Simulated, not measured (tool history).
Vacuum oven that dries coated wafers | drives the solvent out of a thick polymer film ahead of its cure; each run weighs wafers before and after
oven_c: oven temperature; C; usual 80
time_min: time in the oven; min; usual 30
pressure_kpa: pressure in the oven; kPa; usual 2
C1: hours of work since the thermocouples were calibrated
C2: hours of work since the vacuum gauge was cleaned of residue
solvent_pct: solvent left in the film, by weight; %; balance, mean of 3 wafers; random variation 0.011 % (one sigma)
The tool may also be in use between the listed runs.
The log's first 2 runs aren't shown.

{"run": 3, "hour": 87.9, "oven_c": 80, "time_min": 30, "pressure_kpa": 2, "C1": 774, "C2": 708, "solvent_pct": 2.03}
{"run": 4, "hour": 137.1, "oven_c": 80, "time_min": 30, "pressure_kpa": 2, "C1": 813, "C2": 747, "solvent_pct": 2.04}
{"run": 5, "hour": 198.0, "oven_c": 80, "time_min": 30, "pressure_kpa": 2, "C1": 862, "C2": 795, "solvent_pct": 2.01}
{"run": 6, "hour": 237.8, "oven_c": 80, "time_min": 30, "pressure_kpa": 2.66, "C1": 893, "C2": 827, "solvent_pct": 2.4}
{"run": 7, "hour": 273.0, "oven_c": 80, "time_min": 30, "pressure_kpa": 2, "C1": 921, "C2": 855, "solvent_pct": 2.05}
{"run": 8, "hour": 329.8, "oven_c": 88, "time_min": 30, "pressure_kpa": 2, "C1": 967, "C2": 900, "solvent_pct": 0.94}
{"run": 9, "hour": 362.1, "oven_c": 88, "time_min": 30, "pressure_kpa": 2, "C1": 992, "C2": 926, "solvent_pct": 0.93}
{"run": 10, "hour": 419.1, "oven_c": 66, "time_min": 30, "pressure_kpa": 2, "C1": 1038, "C2": 971, "solvent_pct": 6.39}
{"run": 11, "hour": 466.8, "oven_c": 80, "time_min": 30, "pressure_kpa": 2.17, "C1": 1076, "C2": 1009, "solvent_pct": 2.12}
{"run": 12, "hour": 523.3, "oven_c": 80, "time_min": 30, "pressure_kpa": 2, "C1": 1121, "C2": 1054, "solvent_pct": 2.03}
{"run": 13, "hour": 582.0, "oven_c": 80, "time_min": 30, "pressure_kpa": 2, "C1": 1167, "C2": 1101, "solvent_pct": 2.01}
{"run": 14, "hour": 642.1, "oven_c": 80, "time_min": 30, "pressure_kpa": 2, "C1": 1215, "C2": 1149, "solvent_pct": 2.03}
{"run": 15, "hour": 702.8, "oven_c": 80, "time_min": 30, "pressure_kpa": 2, "C1": 1264, "C2": 1197, "solvent_pct": 2.04}
{"run": 16, "hour": 749.0, "oven_c": 80, "time_min": 30, "pressure_kpa": 6.54, "C1": 1300, "C2": 1234, "solvent_pct": 4.33}
{"run": 17, "hour": 797.4, "oven_c": 80, "time_min": 22, "pressure_kpa": 2, "C1": 1339, "C2": 1273, "solvent_pct": 2.9}
{"run": 18, "hour": 841.9, "oven_c": 91, "time_min": 52, "pressure_kpa": 1.13, "C1": 1374, "C2": 1308, "solvent_pct": 0.42}
{"run": 19, "hour": 895.5, "oven_c": 91, "time_min": 21, "pressure_kpa": 1.13, "C1": 1417, "C2": 1351, "solvent_pct": 0.68}
{"run": 20, "hour": 922.3, "oven_c": 91, "time_min": 21, "pressure_kpa": 1.13, "C1": 1438, "C2": 1372, "solvent_pct": 0.68}
{"run": 21, "hour": 953.0, "oven_c": 75, "time_min": 31, "pressure_kpa": 2.41, "C1": 1463, "C2": 1397, "solvent_pct": 3.42}
{"run": 22, "hour": 985.2, "oven_c": 91, "time_min": 34, "pressure_kpa": 2.9, "C1": 1489, "C2": 1422, "solvent_pct": 1.06}

Forecast run 23:
{"run": 23, "hour": 1046.7, "oven_c": 92, "time_min": 38, "pressure_kpa": 1.21, "C1": 1538, "C2": 1471, "solvent_pct": "?"}

Run 23 gave solvent_pct 0.43 %.
Without the tool's hidden state the same run would have given solvent_pct 0.43 %.
